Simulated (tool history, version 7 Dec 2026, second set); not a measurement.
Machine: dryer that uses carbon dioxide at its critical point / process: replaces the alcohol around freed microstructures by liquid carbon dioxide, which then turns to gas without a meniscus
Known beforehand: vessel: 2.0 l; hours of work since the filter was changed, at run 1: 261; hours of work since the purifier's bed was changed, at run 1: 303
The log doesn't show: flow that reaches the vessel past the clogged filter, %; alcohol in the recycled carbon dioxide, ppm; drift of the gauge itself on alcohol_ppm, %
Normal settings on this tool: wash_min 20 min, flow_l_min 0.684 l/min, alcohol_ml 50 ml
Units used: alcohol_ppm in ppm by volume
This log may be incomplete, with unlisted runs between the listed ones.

run,day,wash_min,flow_l_min,alcohol_ml,hours of work since the filter was changed,hours of work since the purifier's bed was changed,alcohol_ppm
1,0.000,20,0.684,50,261,303,237
2,1.538,20,0.684,50,275,318,243
3,2.733,20,0.684,50,287,329,248
4,4.221,20,0.684,50,301,343,242
# day 4.567: inlet filter changed
5,5.638,20,0.684,50,10,356,176
6,7.121,20,0.684,50,24,370,199
7,7.929,20,0.684,50,32,377,199
8,9.025,15,0.823,82,42,388,372
9,10.579,25,0.435,119,56,402,921
10,11.671,25,0.799,44,67,412,110
11,12.738,25,0.799,44,77,422,114
12,14.329,25,0.799,44,91,437,111
13,15.042,13,0.799,44,98,444,472

What if the next run were any one of these 4? Each begins from the tool's condition after run 13:
A,16.496,13,0.955,20,112,458,?
B,16.496,20,0.684,100,112,458,?
C,16.496,18,0.896,54,112,458,?
D,16.496,15,0.939,44,112,458,?

run,alcohol_ppm
A,188
B,357
C,164
D,203
With no hidden state in the tool, these same runs would have given:
run,alcohol_ppm
A,71
B,205
C,48
D,76
